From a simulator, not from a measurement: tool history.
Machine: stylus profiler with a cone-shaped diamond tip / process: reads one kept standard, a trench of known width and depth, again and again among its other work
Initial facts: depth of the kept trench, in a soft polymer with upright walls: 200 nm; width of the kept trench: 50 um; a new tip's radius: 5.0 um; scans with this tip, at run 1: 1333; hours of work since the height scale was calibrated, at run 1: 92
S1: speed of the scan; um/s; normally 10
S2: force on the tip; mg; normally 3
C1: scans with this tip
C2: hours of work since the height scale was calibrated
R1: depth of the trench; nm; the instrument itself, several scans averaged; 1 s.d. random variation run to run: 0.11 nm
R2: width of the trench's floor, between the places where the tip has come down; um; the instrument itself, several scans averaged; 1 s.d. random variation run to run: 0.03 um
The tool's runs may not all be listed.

run,hour,S1,S2,C1,C2,R1,R2
1,0,10,3,1333,92,201.61,47.01
2,13.2,10,3,1432,99,201.52,47.01
3,25.9,10,3,1526,105,201.7,47.06
4,44.7,10,3,1666,115,201.44,47.03
5,57.7,10,2.21,1763,121,201.26,46.97
6,66.7,10,2.21,1829,126,201.18,47.02
7,80.8,10,2.21,1935,133,201.3,47.03
8,88.7,10,3.2,1994,137,201.6,46.99
9,106.6,10,3.2,2127,146,201.71,47.01
10,116,10,1.11,2197,151,200.9,47
11,127.2,10,1.11,2280,157,200.81,47
12,145.3,4,1.11,2415,166,200.97,47.03
13,155.3,10,1.2,2489,171,200.87,46.96
14,165,10,1.2,2561,176,200.97,46.96
15,179.8,10,1.2,2671,184,201.16,46.94
16,195.5,10,1.2,2788,192,200.87,46.93
17,206.9,10,1.2,2873,198,200.97,46.92
18,216.4,10,1.2,2944,203,200.94,46.97
19,229.5,10,1.2,3042,209,200.83,46.94
20,238,10,1.2,3105,214,200.95,46.91
21,255.8,10,1.2,3237,223,201,46.91
22,264.6,10,3,3303,227,201.69,46.94
23,273.7,10,3,3371,232,201.79,46.97
24,285.1,10,3,3455,238,201.7,46.91
25,293.8,6,1.4,3520,242,200.87,46.95
26,310.7,6,1.4,3646,251,201.03,46.93
27,326.6,6,1.4,3765,259,200.98,46.95
28,343.2,20,1.64,3888,268,201.3,46.8
29,360.8,2,6.1,4019,277,202.77,47.01
30,377.7,18,2.73,4144,285,201.68,46.86
31,395.7,10,2.68,4278,295,201.69,46.93
32,408.8,10,2.68,4376,301,201.62,46.86
33,418.2,6,1.62,4446,306,201.16,46.96
34,435.7,14,5.09,4576,315,202.17,46.88
35,454.5,5,6.73,4716,325,202.79,46.97
36,473.2,5,6.73,4855,334,202.67,46.94
37,486.8,5,6.73,4957,341,202.78,47.01
38,504,11,2.99,5085,350,201.84,46.88
39,512.9,11,2.99,5151,355,201.7,46.85
40,525.8,6,3.44,5247,361,201.74,46.88
41,536.2,39,1.56,5325,367,201.29,46.62
42,549.9,39,1.56,5427,374,201.28,46.58
43,566.5,3,6.33,5550,382,202.7,46.94
44,579.7,3,6.33,5648,389,202.6,46.92
45,591.4,6,1,5735,395,201.03,46.86
46,604,3,6,5829,401,202.6,46.91
47,616.3,12,3.1,5921,408,201.9,46.89
48,626,32,3.38,5993,413,201.95,46.73

Selected run-to-run steps in R1, each split into two signed amounts: the part the tool would show with no hidden state at all (from settings, incoming material and random variation), and the remainder, which goes to the hidden state together with any gauge scatter not common to the measured and the hidden-state-free results:
The tool's hidden condition here consists of: radius of the tip, um; height scale over the true one, %; drift of the gauge itself on depth_nm, %; drift of the gauge itself on floor_um, %.
Run 1 -> 2: no setting touched and nothing written in the log between the runs. R1 -0.09 nm: hidden state +0.01, all else -0.1.
Run 3 -> 4: no setting touched and nothing written in the log between the runs. R1 -0.26 nm: hidden state +0.01, all else -0.27.
Run 4 -> 5: S2 3 -> 2.21. R1 -0.18 nm: hidden state +0.01, all else -0.19.
Run 28 -> 29: S1 20 -> 2, S2 1.64 -> 6.1. R1 +1.47 nm: hidden state +0.01, all else +1.46.
Run 44 -> 45: S1 3 -> 6, S2 6.33 -> 1. R1 -1.57 nm: hidden state +0, all else -1.57.
Run 45 -> 46: S1 6 -> 3, S2 1 -> 6. R1 +1.57 nm: hidden state +0, all else +1.57.
